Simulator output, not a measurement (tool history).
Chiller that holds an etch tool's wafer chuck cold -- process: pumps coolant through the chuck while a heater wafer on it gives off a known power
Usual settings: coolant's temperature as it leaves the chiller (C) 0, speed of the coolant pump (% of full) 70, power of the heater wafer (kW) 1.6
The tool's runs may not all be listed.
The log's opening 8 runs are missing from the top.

run    hour  coolant's temperature as it leaves the chiller (C)  speed of the coolant pump (% of full)  power of the heater wafer (kW)  hours since the coolant was changed and the channels were flushed  hours since the pump was overhauled  hours since the chiller's thermometer was calibrated  chuck's temperature once it has settled (C)  how much warmer the coolant comes back (C)
  9     732                                                   0                                     70                           2.233                                                               2628                                 1748                                                  3019                                         22.9                                        6.02
 10   812.6                                                   0                                     70                           2.233                                                               2709                                 1829                                                  3100                                           23                                        6.08
 11   940.2                                                   0                                     70                           2.233                                                               2837                                 1957                                                  3228                                           23                                        6.06
      953.4  -- chiller's thermometer calibrated
 12  1083.6                                                   0                                     70                           2.233                                                               2979                                 2099                                                   130                                         22.8                                        6.02
 13  1222.4                                                   0                                     70                           2.233                                                               3118                                 2238                                                   269                                           23                                        6.14
 14    1291                                                   0                                     70                           2.233                                                               3186                                 2306                                                   338                                         23.2                                         6.1
 15  1360.6                                                   0                                     70                           2.233                                                               3256                                 2376                                                   407                                         23.2                                        6.12
     1368.8  -- chiller's thermometer calibrated, once more
 16    1456                                                   0                                     70                           2.233                                                               3350                                 2470                                                    87                                         24.9                                        6.15
 17  1519.5                                                   0                                     70                           2.222                                                               3414                                 2534                                                   151                                         24.9                                        6.09
 18  1630.9                                                   0                                     98                           2.082                                                               3525                                 2645                                                   262                                         17.3                                        3.95
 19  1767.7                                                   0                                     98                           2.082                                                               3662                                 2782                                                   399                                         17.5                                        3.91
 20  1842.8                                                   0                                     98                           2.082                                                               3737                                 2857                                                   474                                         17.5                                        3.93
     1887.2  -- coolant changed, channels flushed
 21  1925.3                                                   7                                     70                           1.371                                                                 38                                 2934                                                   550                                         21.1                                        3.85
 22  2028.8                                                   2                                     68                           1.762                                                                142                                 3037                                                   654                                         20.6                                        5.17
 23    2098                                                   2                                     68                           1.762                                                                211                                 3106                                                   723                                         20.6                                        5.05
 24    2169                                                  -4                                     64                           0.949                                                                282                                 3177                                                   794                                          6.4                                        2.93
 25  2253.6                                                   0                                     70                           2.129                                                                366                                 3262                                                   879                                           22                                        5.98
 26  2391.1                                                  -2                                     75                           1.527                                                                504                                 3399                                                  1016                                         12.9                                           4
 27  2515.3                                                  -2                                     75                           1.527                                                                628                                 3524                                                  1141                                           13                                        4.06
 28  2657.8                                                  -2                                     75                           1.527                                                                771                                 3666                                                  1283                                           13                                        4.05
 29  2778.8                                                   6                                     93                           0.921                                                                892                                 3787                                                  1404                                         13.4                                        1.92
 30  2857.2                                                   5                                     72                             1.6                                                                970                                 3866                                                  1482                                         21.4                                         4.5
 31  2958.6                                                  -1                                     70                             1.6                                                               1071                                 3967                                                  1584                                         15.9                                        4.67
 32  3090.1                                                   6                                     84                           2.138                                                               1203                                 4098                                                  1715                                         25.5                                        5.04
 33  3207.4                                                  -9                                     61                             1.6                                                               1320                                 4216                                                  1833                                         10.5                                        5.46

3 ways to go on from here, each from the tool as it stands after run 33. What would each give?
  A  3268.4                                                   0                                     65                           2.182                                                               1381                                 4277                                                  1894                                            ?                                           ?
  B  3268.4                                                   0                                     98                             1.6                                                               1381                                 4277                                                  1894                                            ?                                           ?
  C  3268.4                                                   2                                     84                             1.6                                                               1381                                 4277                                                  1894                                            ?                                           ?

run  chuck's temperature once it has settled (C)  how much warmer the coolant comes back (C)
  A                                         25.2                                        6.86
  B                                         12.5                                        3.13
  C                                         16.5                                        3.74
With no hidden state in the tool, these same runs would have given:
run  chuck's temperature once it has settled (C)  how much warmer the coolant comes back (C)
  A                                         22.3                                        5.98
  B                                         11.3                                        2.73
  C                                           15                                        3.27

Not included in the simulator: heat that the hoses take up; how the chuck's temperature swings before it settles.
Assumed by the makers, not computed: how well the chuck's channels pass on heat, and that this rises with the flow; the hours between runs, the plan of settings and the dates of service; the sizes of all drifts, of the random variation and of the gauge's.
